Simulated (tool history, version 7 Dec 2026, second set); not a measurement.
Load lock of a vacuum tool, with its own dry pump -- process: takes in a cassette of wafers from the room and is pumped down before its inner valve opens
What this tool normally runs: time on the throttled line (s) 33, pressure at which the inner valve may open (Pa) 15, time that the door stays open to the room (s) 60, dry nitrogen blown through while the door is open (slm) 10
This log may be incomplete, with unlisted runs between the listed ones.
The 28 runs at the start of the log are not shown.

| run | hour | time on the throttled line (s) | pressure at which the inner valve may open (Pa) | time that the door stays open to the room (s) | dry nitrogen blown through while the door is open (slm) | incoming humidity of the room's air, % | time from the closed door until the inner valve may open (s) | rise of the pressure with all valves shut (Pa/min) |
|---|---|---|---|---|---|---|---|---|
| 29 | 8575.9 | 32 | 15 | 61 | 26 | 44.9 | 60.1 | 0.476 |
| 30 | 8853.3 | 33 | 11 | 133 | 10 | 42.4 | 61.8 | 0.548 |
| 31 | 9142.7 | 27 | 11 | 133 | 35 | 44.0 | 57.3 | 0.550 |
|  | 9332.7 | door's seal changed, seat wiped |
| 32 | 9435.6 | 27 | 11 | 133 | 35 | 45.2 | 58.0 | 0.068 |
| 33 | 9830.7 | 27 | 11 | 133 | 35 | 42.4 | 59.5 | 0.074 |
| 34 | 10112.9 | 18 | 21 | 81 | 10 | 44.1 | 49.3 | 0.084 |
| 35 | 10375.2 | 18 | 21 | 81 | 10 | 45.5 | 49.0 | 0.093 |
| 36 | 10760.8 | 18 | 21 | 81 | 10 | 43.8 | 49.5 | 0.105 |
| 37 | 11182.7 | 37 | 29 | 29 | 18 | 47.8 | 63.2 | 0.086 |

Predict each of these 3 candidate next runs independently; none follows another, all start after run 37:
| A | 11535.4 | 33 | 18 | 32 | 10 | 44.4 | ? | ? |
| B | 11535.4 | 65 | 15 | 60 | 10 | 43.0 | ? | ? |
| C | 11535.4 | 33 | 15 | 60 | 18 | 44.3 | ? | ? |

| run | time from the closed door until the inner valve may open (s) | rise of the pressure with all valves shut (Pa/min) |
|---|---|---|
| A | 62.3 | 0.102 |
| B | 86.9 | 0.120 |
| C | 62.8 | 0.112 |
With no hidden state in the tool, these same runs would have given:
| run | time from the closed door until the inner valve may open (s) | rise of the pressure with all valves shut (Pa/min) |
|---|---|---|
| A | 60.0 | 0.042 |
| B | 85.2 | 0.061 |
| C | 60.5 | 0.053 |

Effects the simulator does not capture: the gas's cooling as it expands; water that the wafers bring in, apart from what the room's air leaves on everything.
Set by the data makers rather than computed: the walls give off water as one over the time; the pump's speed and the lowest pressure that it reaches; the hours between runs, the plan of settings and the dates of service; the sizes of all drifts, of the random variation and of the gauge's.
